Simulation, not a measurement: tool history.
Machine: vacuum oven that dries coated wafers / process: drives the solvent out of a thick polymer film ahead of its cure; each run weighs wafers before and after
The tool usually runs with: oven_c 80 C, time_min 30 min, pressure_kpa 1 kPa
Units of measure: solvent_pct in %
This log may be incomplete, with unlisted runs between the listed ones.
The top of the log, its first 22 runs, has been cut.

run 23 hour=429.2 | oven_c=80 time_min=17 pressure_kpa=1 | solvent_pct=1.99
run 24 hour=451.9 | oven_c=80 time_min=35 pressure_kpa=1 | solvent_pct=0.65
run 25 hour=470.5 | oven_c=80 time_min=20 pressure_kpa=1.33 | solvent_pct=1.64
run 26 hour=492.3 | oven_c=80 time_min=20 pressure_kpa=1.33 | solvent_pct=1.6
run 27 hour=506.8 | oven_c=80 time_min=20 pressure_kpa=1.33 | solvent_pct=1.62
run 28 hour=518.1 | oven_c=94 time_min=21 pressure_kpa=2.64 | solvent_pct=0.63
run 29 hour=544.5 | oven_c=94 time_min=21 pressure_kpa=2.64 | solvent_pct=0.62
run 30 hour=559.2 | oven_c=80 time_min=30 pressure_kpa=1.13 | solvent_pct=0.86
run 31 hour=575.3 | oven_c=95 time_min=46 pressure_kpa=1.66 | solvent_pct=0.4
run 32 hour=586.2 | oven_c=95 time_min=46 pressure_kpa=1.66 | solvent_pct=0.39
run 33 hour=608.7 | oven_c=74 time_min=46 pressure_kpa=3.28 | solvent_pct=1.8
run 34 hour=627.4 | oven_c=74 time_min=46 pressure_kpa=3.28 | solvent_pct=1.77
run 35 hour=652.6 | oven_c=74 time_min=46 pressure_kpa=3.28 | solvent_pct=1.78
run 36 hour=667.7 | oven_c=74 time_min=46 pressure_kpa=1.46 | solvent_pct=1.04
run 37 hour=693.3 | oven_c=74 time_min=46 pressure_kpa=1.46 | solvent_pct=1.04
run 38 hour=710.1 | oven_c=80 time_min=38 pressure_kpa=1 | solvent_pct=0.59
run 39 hour=722.5 | oven_c=94 time_min=16 pressure_kpa=0.97 | solvent_pct=0.42
run 40 hour=744.3 | oven_c=94 time_min=16 pressure_kpa=0.97 | solvent_pct=0.39
run 41 hour=763.8 | oven_c=94 time_min=16 pressure_kpa=0.97 | solvent_pct=0.42
run 42 hour=777.6 | oven_c=94 time_min=16 pressure_kpa=0.97 | solvent_pct=0.43
run 43 hour=794.8 | oven_c=82 time_min=21 pressure_kpa=0.79 | solvent_pct=1.04
run 44 hour=813.6 | oven_c=80 time_min=39 pressure_kpa=1.1 | solvent_pct=0.6
run 45 hour=837.7 | oven_c=83 time_min=24 pressure_kpa=1.63 | solvent_pct=0.98

4 options for the next run, each taken on its own from the tool as it stands now. Forecast them:
run A hour=851.8 | oven_c=81 time_min=30 pressure_kpa=0.87 | solvent_pct=?
run B hour=851.8 | oven_c=71 time_min=47 pressure_kpa=0.56 | solvent_pct=?
run C hour=851.8 | oven_c=71 time_min=30 pressure_kpa=1.36 | solvent_pct=?
run D hour=851.8 | oven_c=83 time_min=24 pressure_kpa=0.69 | solvent_pct=?

run=A solvent_pct=0.65
run=B solvent_pct=0.91
run=C solvent_pct=2.27
run=D solvent_pct=0.7
Take away the tool's hidden state, keep each run's random variation, and the runs would have read:
run=A solvent_pct=0.57
run=B solvent_pct=0.79
run=C solvent_pct=2.22
run=D solvent_pct=0.63

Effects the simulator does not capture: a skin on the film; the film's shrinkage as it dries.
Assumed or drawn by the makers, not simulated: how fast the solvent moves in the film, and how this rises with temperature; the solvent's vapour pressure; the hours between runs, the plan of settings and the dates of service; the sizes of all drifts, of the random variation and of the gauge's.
